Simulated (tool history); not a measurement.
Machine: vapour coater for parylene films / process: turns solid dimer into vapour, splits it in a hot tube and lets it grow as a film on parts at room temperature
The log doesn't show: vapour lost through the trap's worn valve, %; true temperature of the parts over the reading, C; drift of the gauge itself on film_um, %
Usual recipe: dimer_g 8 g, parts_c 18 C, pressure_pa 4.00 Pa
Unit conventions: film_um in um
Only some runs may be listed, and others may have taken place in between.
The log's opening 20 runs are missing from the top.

run    hour  dimer_g  parts_c  pressure_pa  hours of work since the trap's valve was overhauled  hours of work since the table's thermometer was calibrated  film_um
 21   958.8        8       18         4.00                                                  348                                                         518     5.81
      979.2  -- trap's valve overhauled
 22   992.3        8       18         4.00                                                    6                                                         531     6.40
 23  1046.3        8       18        10.90                                                   30                                                         556     5.67
 24  1081.0        7       21         8.96                                                   46                                                         571     4.53
 25  1129.6        8       15         2.94                                                   68                                                         593     7.18
 26  1161.3        3       23        11.75                                                   82                                                         607     1.75
 27  1193.3        3       23        11.75                                                   96                                                         622     1.75
 28  1247.8        3       23        11.75                                                  121                                                         646     1.72

Run 29 is up next; what results do you expect?
 29  1291.4        8       21         2.41                                                  140                                                         666        ?

{"run 29": {"film_um": 5.76}}
Take away the tool's hidden state, keep the run-to-run variation as it was, and the same run would have given film_um 6.21 um.
